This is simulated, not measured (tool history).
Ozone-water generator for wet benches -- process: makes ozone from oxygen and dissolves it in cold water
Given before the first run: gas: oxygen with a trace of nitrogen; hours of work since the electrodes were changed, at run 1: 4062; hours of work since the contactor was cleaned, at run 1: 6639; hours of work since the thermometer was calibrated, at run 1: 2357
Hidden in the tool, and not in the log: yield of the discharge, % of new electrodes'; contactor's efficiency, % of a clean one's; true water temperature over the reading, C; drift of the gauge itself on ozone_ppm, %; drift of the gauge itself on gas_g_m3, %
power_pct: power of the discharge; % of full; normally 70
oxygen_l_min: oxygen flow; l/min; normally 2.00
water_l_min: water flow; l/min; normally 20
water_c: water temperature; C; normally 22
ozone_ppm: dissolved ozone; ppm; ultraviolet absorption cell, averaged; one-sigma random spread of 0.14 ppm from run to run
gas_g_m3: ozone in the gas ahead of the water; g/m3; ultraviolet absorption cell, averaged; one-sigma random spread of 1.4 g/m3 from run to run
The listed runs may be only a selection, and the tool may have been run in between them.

run    hour  power_pct  oxygen_l_min  water_l_min  water_c  hours of work since the electrodes were changed  hours of work since the contactor was cleaned  hours of work since the thermometer was calibrated  ozone_ppm  gas_g_m3
  1     0.0         70          2.00           20       22                                             4062                                           6639                                                2357       15.7     260.9
  2   161.1         70          2.00           20       22                                             4190                                           6767                                                2486       15.6     263.5
  3   313.4         65          2.00           20       22                                             4312                                           6889                                                2607       14.5     247.3
  4   405.0         70          2.00           20       22                                             4385                                           6962                                                2680       15.5     264.2
  5   477.2         78          2.00           20       22                                             4443                                           7020                                                2738       17.1     285.8
  6   626.4         78          2.00           16       22                                             4562                                           7139                                                2857       21.1     287.6
  7   792.1         78          2.00           16       22                                             4694                                           7271                                                2990       21.0     288.9
  8   932.0         70          2.00           20       16                                             4806                                           7383                                                3101       16.3     265.2
  9  1080.4         70          2.00           20       16                                             4925                                           7501                                                3220       16.1     261.6
 10  1233.9         70          2.00           20       22                                             5047                                           7624                                                3342       15.4     263.7
 11  1369.4         70          2.00           20       22                                             5155                                           7732                                                3451       15.4     266.5
 12  1512.3         70          2.00           20       25                                             5269                                           7846                                                3565       15.2     264.9
 13  1646.5         70          2.00           30       22                                             5377                                           7953                                                3672       10.5     263.9
 14  1757.3         70          2.00           30       22                                             5465                                           8042                                                3760       10.5     268.4
 15  1869.8         70          2.00           20       22                                             5555                                           8132                                                3850       15.6     266.3
 16  1965.9         70          2.00           20       22                                             5632                                           8209                                                3927       15.8     265.8
 17  2036.7         70          2.00           20       22                                             5688                                           8265                                                3984       15.6     265.2
 18  2188.4         41          1.96           28       22                                             5809                                           8386                                                4105        7.3     177.5
 19  2267.6         56          2.09           18       24                                             5873                                           8449                                                4168       14.2     218.3
     2342.6  -- water thermometer calibrated
 20  2382.1         70          1.30           28       15                                             5964                                           8541                                                  32       10.6     353.8
     2467.7  -- contactor cleaned
 21  2547.8         70          1.00           30       22                                             6093                                             64                                                 161        9.1     418.2
 22  2650.8         70          1.00           30       22                                             6175                                            146                                                 243        9.1     423.9
 23  2809.9         70          1.00           30       22                                             6302                                            273                                                 370        8.9     422.1
 24  2896.5         70          1.78           21       22                                             6371                                            342                                                 439       14.6     289.2
 25  3019.0         42          1.47           20       27                                             6469                                            440                                                 537        9.8     218.8
 26  3153.3         70          2.57           13       17                                             6576                                            547                                                 644       24.3     227.4
 27  3241.1         46          2.57           13       17                                             6647                                            618                                                 714       17.0     162.5
 28  3326.7         70          1.70           20       17                                             6715                                            686                                                 783       15.6     301.8
 29  3400.0         50          1.35           21       20                                             6773                                            745                                                 841       10.8     266.7
     3474.3  -- gauge calibrated
 30  3572.1         50          1.35           21       20                                             6911                                            882                                                 979       10.9     260.4
 31  3661.3         99          3.59           22       28                                             6982                                            953                                                1050       17.7     235.1
 32  3764.1         99          3.59           22       18                                             7064                                           1035                                                1132       20.0     236.7
 33  3868.1         87          3.43           20       18                                             7147                                           1118                                                1215       19.6     219.3

Hidden state at the last listed run before each entry between runs and at the first one after, where it differs:
Runs 19 to 20: water thermometer calibrated (hour 2342.6)
  drift of the gauge itself on gas_g_m3, %: 1.75 -> 1.83
  measured minus no-state result, gas_g_m3: +3.5 -> +5.7 g/m3
Runs 20 to 21: contactor cleaned (hour 2467.7)
  contactor's efficiency, % of a clean one's: 99.8 -> 100; drift of the gauge itself on gas_g_m3, %: 1.83 -> 1.96
  measured minus no-state result, gas_g_m3: +5.7 -> +7.3 g/m3
Runs 29 to 30: gauge calibrated (hour 3474.3)
  drift of the gauge itself on gas_g_m3, %: 2.62 -> 0.08
  measured minus no-state result, gas_g_m3: +6.4 -> -0.2 g/m3

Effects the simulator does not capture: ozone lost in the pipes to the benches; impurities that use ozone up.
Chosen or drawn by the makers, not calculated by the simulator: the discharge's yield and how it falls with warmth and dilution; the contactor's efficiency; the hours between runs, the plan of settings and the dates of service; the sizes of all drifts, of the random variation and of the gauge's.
